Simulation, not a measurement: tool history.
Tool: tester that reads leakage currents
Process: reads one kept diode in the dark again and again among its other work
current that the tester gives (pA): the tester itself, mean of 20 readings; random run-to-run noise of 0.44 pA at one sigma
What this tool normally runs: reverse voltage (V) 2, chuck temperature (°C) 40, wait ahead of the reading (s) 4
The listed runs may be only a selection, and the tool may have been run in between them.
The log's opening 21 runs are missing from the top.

run,hour,reverse voltage (V),chuck temperature (°C),wait ahead of the reading (s),hours of work since the probe card was cleaned,hours of work since the tester was calibrated,hours of work since the chuck was calibrated,current that the tester gives (pA)
22,1434.6,6.29,28,0.34,1380,3126,210,98.47
# hour 1442.2: tester calibrated
23,1535.1,4.11,34,7.14,1439,56,270,129.33
24,1598.7,2,31,4.82,1478,95,309,73.56
25,1666.5,2,31,4.82,1519,136,350,73.78
26,1739.7,2,31,4.82,1564,181,394,74.39
27,1812.1,2,30,7.36,1608,224,438,69.36
28,1875.2,19.4,26,8.35,1646,263,476,145.97
29,1915.3,19.4,26,8.35,1670,287,501,146.48
30,1978.3,19.4,30,8.35,1708,325,539,202.63
# hour 2015.2: tester calibrated, once more
31,2025.8,19.4,30,8.35,1736,6,567,203.33
32,2093.8,19.4,30,8.35,1777,48,608,204.59
33,2157.1,19.4,23,8.35,1816,86,646,119.15
34,2246,9.46,33,0.34,1870,140,700,192.05
35,2339.1,1.94,35,0.46,1926,197,757,108.25
36,2398.1,1.94,35,0.46,1962,232,793,108.66
37,2489.9,1.94,35,8.05,2018,288,848,109.48
38,2588.9,2.84,45,1.45,2078,348,908,284.8
39,2674.3,4,20,5.99,2130,400,960,45.69
40,2746.4,5.85,22,0.83,2173,444,1004,66.18

4 ways to go on from here, each from the tool as it stands after run 40. What would each give?
A,2837.2,11.05,38,0.83,2228,499,1059,?
B,2837.2,9.64,60,5.81,2228,499,1059,?
C,2837.2,1.27,24,0.83,2228,499,1059,?
D,2837.2,1.13,40,4,2228,499,1059,?

run,current that the tester gives (pA)
A,317.09
B,1480.8
C,37.99
D,131.54
The same runs, with their run-to-run variation unchanged, on a tool lacking any hidden condition would have given:
run,current that the tester gives (pA)
A,263.91
B,1286.87
C,31.19
D,112.08
